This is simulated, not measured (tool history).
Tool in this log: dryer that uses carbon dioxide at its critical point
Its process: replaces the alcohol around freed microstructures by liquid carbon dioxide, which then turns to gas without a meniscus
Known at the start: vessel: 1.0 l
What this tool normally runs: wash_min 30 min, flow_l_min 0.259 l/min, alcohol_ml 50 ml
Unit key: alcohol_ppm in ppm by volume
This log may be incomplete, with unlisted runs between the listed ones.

run 1 hour=0 | wash_min=30 flow_l_min=0.259 alcohol_ml=50 | alcohol_ppm=40
run 2 hour=4.3 | wash_min=30 flow_l_min=0.259 alcohol_ml=50 | alcohol_ppm=31
run 3 hour=12.6 | wash_min=30 flow_l_min=0.164 alcohol_ml=50 | alcohol_ppm=497
run 4 hour=16.6 | wash_min=21 flow_l_min=0.164 alcohol_ml=50 | alcohol_ppm=1973
run 5 hour=25.8 | wash_min=21 flow_l_min=0.164 alcohol_ml=50 | alcohol_ppm=1981
run 6 hour=33.8 | wash_min=30 flow_l_min=0.388 alcohol_ml=50 | alcohol_ppm=11
run 7 hour=39.4 | wash_min=30 flow_l_min=0.388 alcohol_ml=50 | alcohol_ppm=18
run 8 hour=45.1 | wash_min=30 flow_l_min=0.388 alcohol_ml=50 | alcohol_ppm=5
run 9 hour=50.8 | wash_min=34 flow_l_min=0.388 alcohol_ml=50 | alcohol_ppm=4
run 10 hour=59.1 | wash_min=34 flow_l_min=0.388 alcohol_ml=50 | alcohol_ppm=9
run 11 hour=63.8 | wash_min=34 flow_l_min=0.388 alcohol_ml=50 | alcohol_ppm=11
run 12 hour=68.4 | wash_min=34 flow_l_min=0.388 alcohol_ml=50 | alcohol_ppm=3
run 13 hour=74.2 | wash_min=34 flow_l_min=0.388 alcohol_ml=50 | alcohol_ppm=17
run 14 hour=82 | wash_min=34 flow_l_min=0.388 alcohol_ml=50 | alcohol_ppm=11
run 15 hour=87.6 | wash_min=30 flow_l_min=0.259 alcohol_ml=50 | alcohol_ppm=45
run 16 hour=94.3 | wash_min=30 flow_l_min=0.259 alcohol_ml=50 | alcohol_ppm=52
run 17 hour=102 | wash_min=30 flow_l_min=0.259 alcohol_ml=50 | alcohol_ppm=41
run 18 hour=106.3 | wash_min=30 flow_l_min=0.259 alcohol_ml=50 | alcohol_ppm=44
run 19 hour=110.3 | wash_min=30 flow_l_min=0.259 alcohol_ml=50 | alcohol_ppm=43
run 20 hour=116.1 | wash_min=30 flow_l_min=0.259 alcohol_ml=50 | alcohol_ppm=43
run 21 hour=122.5 | wash_min=30 flow_l_min=0.259 alcohol_ml=21 | alcohol_ppm=27
run 22 hour=129.2 | wash_min=30 flow_l_min=0.259 alcohol_ml=50 | alcohol_ppm=45
run 23 hour=133 | wash_min=30 flow_l_min=0.259 alcohol_ml=50 | alcohol_ppm=55
run 24 hour=138.6 | wash_min=30 flow_l_min=0.259 alcohol_ml=50 | alcohol_ppm=51
run 25 hour=145.9 | wash_min=30 flow_l_min=0.259 alcohol_ml=50 | alcohol_ppm=58
run 26 hour=153.8 | wash_min=31 flow_l_min=0.259 alcohol_ml=50 | alcohol_ppm=54
run 27 hour=161.7 | wash_min=22 flow_l_min=0.17 alcohol_ml=50 | alcohol_ppm=1634
run 28 hour=169.5 | wash_min=34 flow_l_min=0.356 alcohol_ml=50 | alcohol_ppm=22
run 29 hour=175.7 | wash_min=42 flow_l_min=0.168 alcohol_ml=50 | alcohol_ppm=94
run 30 hour=182 | wash_min=42 flow_l_min=0.168 alcohol_ml=50 | alcohol_ppm=104
run 31 hour=187.5 | wash_min=42 flow_l_min=0.181 alcohol_ml=50 | alcohol_ppm=67
run 32 hour=194.4 | wash_min=42 flow_l_min=0.371 alcohol_ml=110 | alcohol_ppm=19
run 33 hour=203.2 | wash_min=42 flow_l_min=0.212 alcohol_ml=72 | alcohol_ppm=38
run 34 hour=208.1 | wash_min=42 flow_l_min=0.212 alcohol_ml=72 | alcohol_ppm=36
run 35 hour=212.7 | wash_min=42 flow_l_min=0.212 alcohol_ml=72 | alcohol_ppm=33
run 36 hour=217.2 | wash_min=30 flow_l_min=0.311 alcohol_ml=24 | alcohol_ppm=21
run 37 hour=221.1 | wash_min=30 flow_l_min=0.311 alcohol_ml=24 | alcohol_ppm=22
run 38 hour=226.6 | wash_min=30 flow_l_min=0.311 alcohol_ml=24 | alcohol_ppm=26
run 39 hour=232.7 | wash_min=20 flow_l_min=0.431 alcohol_ml=50 | alcohol_ppm=38
run 40 hour=242 | wash_min=42 flow_l_min=0.412 alcohol_ml=54 | alcohol_ppm=21
run 41 hour=247.3 | wash_min=24 flow_l_min=0.419 alcohol_ml=104 | alcohol_ppm=31
run 42 hour=255.1 | wash_min=24 flow_l_min=0.419 alcohol_ml=104 | alcohol_ppm=25
run 43 hour=259.6 | wash_min=29 flow_l_min=0.158 alcohol_ml=69 | alcohol_ppm=1240
run 44 hour=267.4 | wash_min=29 flow_l_min=0.158 alcohol_ml=69 | alcohol_ppm=1200
run 45 hour=274.6 | wash_min=30 flow_l_min=0.397 alcohol_ml=39 | alcohol_ppm=25
run 46 hour=281.3 | wash_min=30 flow_l_min=0.397 alcohol_ml=39 | alcohol_ppm=21
run 47 hour=288.5 | wash_min=36 flow_l_min=0.321 alcohol_ml=30 | alcohol_ppm=19

Each row is a separate what-if for the run after 47, all from the same tool condition, not one after another. Results?
run A hour=297.3 | wash_min=30 flow_l_min=0.191 alcohol_ml=42 | alcohol_ppm=?
run B hour=297.3 | wash_min=41 flow_l_min=0.377 alcohol_ml=37 | alcohol_ppm=?
run C hour=297.3 | wash_min=36 flow_l_min=0.321 alcohol_ml=48 | alcohol_ppm=?

run=A alcohol_ppm=288
run=B alcohol_ppm=25
run=C alcohol_ppm=23
Had the tool no hidden state, the same runs would have come out as:
run=A alcohol_ppm=152
run=B alcohol_ppm=8
run=C alcohol_ppm=6
